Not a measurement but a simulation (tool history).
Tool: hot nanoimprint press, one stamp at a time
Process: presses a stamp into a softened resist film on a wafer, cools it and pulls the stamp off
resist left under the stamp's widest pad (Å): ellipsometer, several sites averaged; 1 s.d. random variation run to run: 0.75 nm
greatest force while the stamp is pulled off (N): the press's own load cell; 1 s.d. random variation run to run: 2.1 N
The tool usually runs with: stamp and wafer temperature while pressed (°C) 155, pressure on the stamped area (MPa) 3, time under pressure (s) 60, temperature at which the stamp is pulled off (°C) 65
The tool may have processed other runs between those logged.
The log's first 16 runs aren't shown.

run    hour  stamp and wafer temperature while pressed (°C)  pressure on the stamped area (MPa)  time under pressure (s)  temperature at which the stamp is pulled off (°C)  hours of work since the thermocouple was calibrated  imprints on the stamp's release coat  hours of work since the press's seals were changed  resist left under the stamp's widest pad (Å)  greatest force while the stamp is pulled off (N)
 17   566.7                                             153                                   3                      117                                                 56                                                  105                                   290                                                 964                                           781                                               163
 18   593.7                                             161                                   3                      114                                                 56                                                  121                                   355                                                 979                                           587                                               166
 19   634.6                                             161                                   3                      114                                                 56                                                  144                                   453                                                1003                                           582                                               169
      680.3  -- plate thermocouple calibrated, once more
 20   686.5                                             155                                2.38                       60                                                 71                                                    4                                   571                                                1031                                          1073                                               139
 21     709                                             152                                4.38                       34                                                 71                                                   16                                   625                                                1043                                          1122                                               134
 22   749.1                                             157                                   3                       74                                                 65                                                   39                                   721                                                1066                                           840                                               153
      798.2  -- press's hydraulic seals changed and the load cell set to zero
 23     809                                             157                                   3                       74                                                 65                                                   69                                   846                                                   6                                           817                                               150
 24   833.3                                             157                                   3                       40                                                 69                                                   83                                   904                                                  20                                           974                                               138
 25   865.3                                             155                                3.42                       63                                                 65                                                  101                                   981                                                  38                                           841                                               154
 26   909.6                                             157                                4.01                       34                                                 60                                                  126                                  1087                                                  64                                           881                                               166
      922.6  -- stamp cleaned and given a new release coat
 27   960.4                                             155                                4.73                       60                                                 59                                                  152                                    91                                                  89                                           718                                               149
 28   986.8                                             155                                2.03                       60                                                 61                                                  167                                   155                                                 104                                          1118                                               153
 29  1021.7                                             157                                2.01                       52                                                 51                                                  187                                   239                                                 124                                          1115                                               179
 30  1043.6                                             157                                3.05                       49                                                 55                                                  200                                   291                                                 137                                           899                                               170

Forecast each of these 4 alternatives for the next run:
  A  1088.8                                             152                                3.83                       49                                                 59                                                  225                                   400                                                 163                                             ?                                                 ?
  B  1088.8                                             157                                3.28                       49                                                 55                                                  225                                   400                                                 163                                             ?                                                 ?
  C  1088.8                                             165                                3.64                       60                                                 65                                                  225                                   400                                                 163                                             ?                                                 ?
  D  1088.8                                             155                                   3                       33                                                 65                                                  225                                   400                                                 163                                             ?                                                 ?

run  resist left under the stamp's widest pad (Å)  greatest force while the stamp is pulled off (N)
  A                                           977                                               160
  B                                           865                                               171
  C                                           559                                               144
  D                                          1112                                               145
The same runs, with their run-to-run variation unchanged, on a tool lacking any hidden condition would have given:
run  resist left under the stamp's widest pad (Å)  greatest force while the stamp is pulled off (N)
  A                                           998                                               156
  B                                           885                                               166
  C                                           570                                               141
  D                                          1135                                               142
